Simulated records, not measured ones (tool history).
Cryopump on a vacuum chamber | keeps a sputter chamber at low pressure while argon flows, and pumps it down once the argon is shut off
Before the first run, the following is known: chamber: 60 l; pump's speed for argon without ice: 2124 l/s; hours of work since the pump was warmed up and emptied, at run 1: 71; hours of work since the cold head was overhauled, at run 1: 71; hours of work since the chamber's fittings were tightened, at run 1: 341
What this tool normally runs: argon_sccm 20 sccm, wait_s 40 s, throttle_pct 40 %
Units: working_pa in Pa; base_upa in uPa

| run | hour | argon_sccm | wait_s | throttle_pct | hours of work since the pump was warmed up and emptied | hours of work since the cold head was overhauled | hours of work since the chamber's fittings were tightened | working_pa | base_upa |
|---|---|---|---|---|---|---|---|---|---|
| 1 | 0.0 | 20 | 40 | 40 | 71 | 71 | 341 | 0.0400 | 1.94 |
| 2 | 16.9 | 20 | 40 | 40 | 85 | 85 | 356 | 0.0410 | 1.94 |
| 3 | 28.4 | 20 | 40 | 40 | 95 | 95 | 365 | 0.0400 | 1.93 |
| 4 | 45.7 | 20 | 40 | 40 | 109 | 109 | 380 | 0.0407 | 1.89 |
| 5 | 55.9 | 20 | 40 | 40 | 118 | 118 | 388 | 0.0405 | 1.93 |
| 6 | 73.3 | 20 | 40 | 40 | 132 | 132 | 403 | 0.0417 | 1.95 |
| 7 | 93.6 | 20 | 40 | 40 | 149 | 149 | 420 | 0.0411 | 1.96 |
| 8 | 105.0 | 20 | 40 | 55 | 159 | 159 | 429 | 0.0302 | 2.01 |
| 9 | 122.4 | 38 | 65 | 55 | 174 | 174 | 444 | 0.0579 | 1.29 |
| 10 | 143.5 | 10 | 50 | 55 | 191 | 191 | 462 | 0.0148 | 1.64 |
| 11 | 162.3 | 10 | 22 | 29 | 207 | 207 | 477 | 0.0292 | 3.37 |
| 12 | 182.1 | 9 | 74 | 21 | 224 | 224 | 494 | 0.0355 | 1.16 |

Forecast each of these 4 alternatives for the next run:
| A | 200.8 | 12 | 47 | 22 | 239 | 239 | 510 | ? | ? |
| B | 200.8 | 29 | 74 | 16 | 239 | 239 | 510 | ? | ? |
| C | 200.8 | 33 | 74 | 21 | 239 | 239 | 510 | ? | ? |
| D | 200.8 | 9 | 76 | 21 | 239 | 239 | 510 | ? | ? |

| run | working_pa | base_upa |
|---|---|---|
| A | 0.0446 | 1.68 |
| B | 0.1472 | 1.15 |
| C | 0.1284 | 1.18 |
| D | 0.0350 | 1.17 |
Had the tool no hidden state, the same runs would have come out as:
| run | working_pa | base_upa |
|---|---|---|
| A | 0.0436 | 1.55 |
| B | 0.1448 | 1.02 |
| C | 0.1256 | 1.04 |
| D | 0.0343 | 1.04 |
